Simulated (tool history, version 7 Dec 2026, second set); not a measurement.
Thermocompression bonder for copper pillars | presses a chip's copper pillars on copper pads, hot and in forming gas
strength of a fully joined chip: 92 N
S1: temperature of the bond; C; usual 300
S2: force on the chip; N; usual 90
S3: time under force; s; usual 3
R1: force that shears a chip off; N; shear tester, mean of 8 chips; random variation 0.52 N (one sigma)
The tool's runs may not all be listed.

run 1 hour=0 | S1=300 S2=90 S3=3 | R1=46.2
run 2 hour=20.7 | S1=300 S2=90 S3=3 | R1=46.4
run 3 hour=36.3 | S1=300 S2=90 S3=3 | R1=46.5
run 4 hour=56.4 | S1=300 S2=90 S3=3 | R1=45.8
run 5 hour=85.1 | S1=300 S2=90 S3=3 | R1=44.8
run 6 hour=116 | S1=300 S2=114 S3=3 | R1=53.6
run 7 hour=140.7 | S1=300 S2=114 S3=3 | R1=53.7
run 8 hour=159.8 | S1=300 S2=90 S3=6 | R1=55.3
run 9 hour=185 | S1=300 S2=90 S3=6 | R1=55.4
-- hour=189.8 heater calibrated with a thermocouple chip
run 10 hour=203.7 | S1=300 S2=90 S3=6 | R1=53
run 11 hour=236.4 | S1=300 S2=90 S3=3 | R1=42.5
run 12 hour=260.9 | S1=330 S2=84 S3=2 | R1=45.7
run 13 hour=275.6 | S1=316 S2=85 S3=3 | R1=46.2
-- hour=283.5 force cell calibrated
-- hour=306.9 heater calibrated with a thermocouple chip, once more
run 14 hour=311.9 | S1=316 S2=85 S3=3 | R1=50.8
run 15 hour=329.3 | S1=290 S2=65 S3=3 | R1=31.4
-- hour=334.4 forming gas filter changed
run 16 hour=345.2 | S1=328 S2=100 S3=5 | R1=75.2
run 17 hour=369.4 | S1=278 S2=109 S3=3 | R1=47.4
run 18 hour=391.3 | S1=305 S2=99 S3=3 | R1=55.6
run 19 hour=406.5 | S1=284 S2=73 S3=2 | R1=29.1
run 20 hour=425.3 | S1=284 S2=73 S3=2 | R1=30
run 21 hour=454.7 | S1=292 S2=134 S3=2 | R1=53
run 22 hour=469.3 | S1=276 S2=108 S3=6 | R1=55.2

Forecast each of these 5 alternatives for the next run:
run A hour=492.6 | S1=270 S2=121 S3=3 | R1=?
run B hour=492.6 | S1=300 S2=59 S3=3 | R1=?
run C hour=492.6 | S1=300 S2=112 S3=3 | R1=?
run D hour=492.6 | S1=297 S2=75 S3=8 | R1=?
run E hour=492.6 | S1=286 S2=108 S3=3 | R1=?

run=A R1=45.3
run=B R1=33.2
run=C R1=55.3
run=D R1=55.9
run=E R1=48.1
Without the tool's hidden state the same runs would have given:
run=A R1=48
run=B R1=35.3
run=C R1=58.3
run=D R1=58.9
run=E R1=50.8
